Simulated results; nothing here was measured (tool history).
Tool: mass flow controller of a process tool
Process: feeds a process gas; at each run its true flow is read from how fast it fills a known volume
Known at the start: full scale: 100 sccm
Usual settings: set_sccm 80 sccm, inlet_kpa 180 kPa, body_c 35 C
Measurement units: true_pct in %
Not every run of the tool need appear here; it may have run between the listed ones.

run	hour	set_sccm	inlet_kpa	body_c	true_pct
1	0.0	80	180	35	98.34
2	52.7	80	180	35	98.32
3	128.6	80	180	35	98.35
4	174.6	80	180	35	98.31
5	225.4	80	180	35	98.43
6	305.9	80	175	35	98.28
7	377.6	44	180	20	96.15
8	459.5	53	222	24	96.86
9	501.0	25	183	21	94.98
10	562.6	25	230	21	95.00
11	627.1	17	196	24	94.25
12	709.1	80	251	35	98.52

Alternative continuations, all from the tool just after run 12; predict every row:
A	744.1	30	251	35	?
B	744.1	18	197	39	?
C	744.1	35	171	35	?
D	744.1	80	251	33	?
E	744.1	20	251	27	?

run	true_pct
A	96.25
B	95.15
C	96.25
D	98.32
E	95.04
With no hidden state in the tool, these same runs would have given:
run	true_pct
A	98.67
B	98.37
C	98.49
D	99.98
E	98.06

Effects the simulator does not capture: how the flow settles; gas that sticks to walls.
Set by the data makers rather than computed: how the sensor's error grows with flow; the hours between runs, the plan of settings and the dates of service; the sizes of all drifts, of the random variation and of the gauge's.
